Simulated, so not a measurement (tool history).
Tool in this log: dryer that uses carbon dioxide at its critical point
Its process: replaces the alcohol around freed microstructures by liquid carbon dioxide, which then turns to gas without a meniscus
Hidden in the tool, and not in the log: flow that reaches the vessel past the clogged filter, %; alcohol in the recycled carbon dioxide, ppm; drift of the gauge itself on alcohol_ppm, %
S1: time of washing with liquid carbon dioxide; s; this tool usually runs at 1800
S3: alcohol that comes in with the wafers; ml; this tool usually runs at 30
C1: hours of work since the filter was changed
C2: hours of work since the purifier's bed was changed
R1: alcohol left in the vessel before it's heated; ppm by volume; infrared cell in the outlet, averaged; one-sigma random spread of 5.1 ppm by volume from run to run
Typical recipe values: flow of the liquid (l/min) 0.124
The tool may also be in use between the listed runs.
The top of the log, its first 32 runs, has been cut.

{"run": 33, "hour": 995.8, "S1": 2700, "flow of the liquid (l/min)": 0.106, "S3": 87, "C1": 125, "C2": 50, "R1": 56}
{"run": 34, "hour": 1015.9, "S1": 2280, "flow of the liquid (l/min)": 0.106, "S3": 120, "C1": 135, "C2": 59, "R1": 240}
{"run": 35, "hour": 1056.1, "S1": 2280, "flow of the liquid (l/min)": 0.106, "S3": 120, "C1": 153, "C2": 78, "R1": 260}
{"hour": 1078.7, "done": "inlet filter changed"}
{"run": 36, "hour": 1081.1, "S1": 2280, "flow of the liquid (l/min)": 0.106, "S3": 120, "C1": 1, "C2": 89, "R1": 116}
{"run": 37, "hour": 1114.9, "S1": 2280, "flow of the liquid (l/min)": 0.106, "S3": 120, "C1": 17, "C2": 104, "R1": 125}
{"run": 38, "hour": 1147.9, "S1": 2280, "flow of the liquid (l/min)": 0.084, "S3": 120, "C1": 32, "C2": 120, "R1": 563}
{"run": 39, "hour": 1179.6, "S1": 1920, "flow of the liquid (l/min)": 0.124, "S3": 30, "C1": 47, "C2": 134, "R1": 62}
{"run": 40, "hour": 1220.5, "S1": 1920, "flow of the liquid (l/min)": 0.08, "S3": 77, "C1": 65, "C2": 153, "R1": 1350}
{"run": 41, "hour": 1245.8, "S1": 1920, "flow of the liquid (l/min)": 0.08, "S3": 77, "C1": 77, "C2": 165, "R1": 1461}
{"run": 42, "hour": 1270.2, "S1": 2160, "flow of the liquid (l/min)": 0.121, "S3": 72, "C1": 88, "C2": 176, "R1": 85}
{"run": 43, "hour": 1291.6, "S1": 2160, "flow of the liquid (l/min)": 0.106, "S3": 45, "C1": 98, "C2": 186, "R1": 133}
{"run": 44, "hour": 1314.1, "S1": 2160, "flow of the liquid (l/min)": 0.173, "S3": 25, "C1": 109, "C2": 196, "R1": 48}

Branching from run 44: 5 alternative next runs. What would each branch give?
{"run": "A", "hour": 1341.6, "S1": 1380, "flow of the liquid (l/min)": 0.123, "S3": 23, "C1": 121, "C2": 209, "R1": "?"}
{"run": "B", "hour": 1341.6, "S1": 2160, "flow of the liquid (l/min)": 0.109, "S3": 30, "C1": 121, "C2": 209, "R1": "?"}
{"run": "C", "hour": 1341.6, "S1": 1800, "flow of the liquid (l/min)": 0.124, "S3": 106, "C1": 121, "C2": 209, "R1": "?"}
{"run": "D", "hour": 1341.6, "S1": 2160, "flow of the liquid (l/min)": 0.086, "S3": 67, "C1": 121, "C2": 209, "R1": "?"}
{"run": "E", "hour": 1341.6, "S1": 1440, "flow of the liquid (l/min)": 0.087, "S3": 25, "C1": 121, "C2": 209, "R1": "?"}

run=A R1=361
run=B R1=92
run=C R1=356
run=D R1=623
run=E R1=1299
Without the tool's unlogged condition, the same runs would have read:
run=A R1=194
run=B R1=29
run=C R1=165
run=D R1=332
run=E R1=852
